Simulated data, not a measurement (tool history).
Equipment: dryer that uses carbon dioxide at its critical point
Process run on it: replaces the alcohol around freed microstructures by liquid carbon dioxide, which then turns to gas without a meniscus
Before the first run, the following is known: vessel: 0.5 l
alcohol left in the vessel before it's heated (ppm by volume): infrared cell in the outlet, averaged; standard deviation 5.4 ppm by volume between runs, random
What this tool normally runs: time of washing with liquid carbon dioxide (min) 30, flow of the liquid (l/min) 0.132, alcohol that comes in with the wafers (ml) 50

| run | hour | time of washing with liquid carbon dioxide (min) | flow of the liquid (l/min) | alcohol that comes in with the wafers (ml) | alcohol left in the vessel before it's heated (ppm by volume) |
|---|---|---|---|---|---|
| 1 | 0 | 30 | 0.132 | 50 | 235 |
| 2 | 12.1 | 30 | 0.132 | 50 | 229 |
| 3 | 21.8 | 30 | 0.132 | 50 | 231 |
| 4 | 33.5 | 30 | 0.132 | 50 | 225 |
| 5 | 46 | 30 | 0.132 | 50 | 243 |
| 6 | 59.2 | 30 | 0.132 | 50 | 236 |
| 7 | 69.2 | 30 | 0.132 | 50 | 244 |
| 8 | 80.3 | 30 | 0.132 | 50 | 243 |
| 9 | 89.3 | 30 | 0.132 | 50 | 238 |

Run 10 has not been measured yet. What should we expect?
| 10 | 101.2 | 25 | 0.143 | 43 | ? |

alcohol left in the vessel before it's heated (ppm by volume): 356
Were there no unlogged condition in the tool, this run, its random variation unchanged, would have produced alcohol left in the vessel before it's heated (ppm by volume) 229.

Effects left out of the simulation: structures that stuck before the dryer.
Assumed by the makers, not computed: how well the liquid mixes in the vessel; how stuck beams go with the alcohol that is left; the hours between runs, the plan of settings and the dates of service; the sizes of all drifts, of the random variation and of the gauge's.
